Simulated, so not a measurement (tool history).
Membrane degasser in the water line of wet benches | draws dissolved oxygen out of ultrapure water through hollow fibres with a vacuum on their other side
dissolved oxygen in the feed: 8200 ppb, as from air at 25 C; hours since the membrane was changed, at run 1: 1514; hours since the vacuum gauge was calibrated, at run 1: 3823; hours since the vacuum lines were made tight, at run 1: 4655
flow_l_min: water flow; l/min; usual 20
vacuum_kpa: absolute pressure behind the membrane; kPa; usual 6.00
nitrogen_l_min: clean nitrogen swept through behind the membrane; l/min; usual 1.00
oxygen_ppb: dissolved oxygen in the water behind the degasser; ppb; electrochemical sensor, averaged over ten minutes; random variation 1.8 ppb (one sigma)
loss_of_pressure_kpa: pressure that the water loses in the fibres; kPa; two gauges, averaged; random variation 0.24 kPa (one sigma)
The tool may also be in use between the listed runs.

run     day  flow_l_min  vacuum_kpa  nitrogen_l_min  hours since the membrane was changed  hours since the vacuum gauge was calibrated  hours since the vacuum lines were made tight  oxygen_ppb  loss_of_pressure_kpa
  1   0.000          20        6.00            1.00                                  1514                                         3823                                          4655       178.3                 62.47
  2   2.817          20        6.00            1.00                                  1582                                         3891                                          4722       176.1                 63.11
  3   4.921          29        6.00            1.00                                  1632                                         3941                                          4773       374.3                 91.08
  4   6.462          29        6.00            1.00                                  1670                                         3978                                          4810       374.9                 90.77
  5   8.917          29        6.00            1.00                                  1728                                         4037                                          4869       368.0                 91.21
  6  11.221          20        6.00            2.43                                  1784                                         4093                                          4924       108.6                 63.07
  7  12.388          16        6.00            1.00                                  1812                                         4121                                          4952       118.9                 50.58
  8  15.150          16        6.00            0.99                                  1878                                         4187                                          5018       119.8                 50.56
  9  16.792          20        6.00            1.00                                  1917                                         4226                                          5058       177.4                 63.34
 10  18.392          19        6.00            1.00                                  1956                                         4265                                          5096       158.4                 60.39
 11  20.217          19        6.00            1.00                                  2000                                         4309                                          5140       161.5                 60.49
 12  22.696          21        7.17            1.00                                  2059                                         4368                                          5199       242.4                 66.17
 13  25.033          21        7.17            1.00                                  2115                                         4424                                          5255       248.0                 66.84
     26.425  -- seals of the vacuum lines changed
 14  26.729          21        7.52            1.00                                  2154                                         4463                                             7       263.7                 66.63
 15  28.992          21        3.66            0.67                                  2208                                         4517                                            62        98.4                 66.99
 16  30.662          12        8.66            0.57                                  2248                                         4557                                           102       253.6                 38.65
 17  33.358          12        6.99            0.65                                  2313                                         4622                                           166       158.9                 38.69
 18  35.138          12        6.99            0.65                                  2356                                         4665                                           209       155.5                 38.21
 19  37.121          19       11.43            1.01                                  2403                                         4712                                           257       373.1                 61.33
     37.542  -- gauge calibrated
 20  38.875          17        5.45            1.01                                  2445                                         4754                                           299       109.8                 53.18

Forecast each of these 5 alternatives for the next run:
  A  41.533          14        4.10            0.50                                  2509                                         4818                                           363           ?                     ?
  B  41.533          22        4.38            1.09                                  2509                                         4818                                           363           ?                     ?
  C  41.533          15        5.63            1.00                                  2509                                         4818                                           363           ?                     ?
  D  41.533          17        5.45            0.94                                  2509                                         4818                                           363           ?                     ?
  E  41.533          21        9.13            0.60                                  2509                                         4818                                           363           ?                     ?

run  oxygen_ppb  loss_of_pressure_kpa
  A        63.0                 43.80
  B       131.2                 68.85
  C        98.3                 46.75
  D       115.4                 53.14
  E       472.1                 65.80
Without the tool's hidden state the same runs would have given:
run  oxygen_ppb  loss_of_pressure_kpa
  A        62.8                 43.67
  B       131.0                 68.65
  C        98.2                 46.61
  D       115.3                 52.99
  E       471.9                 65.62
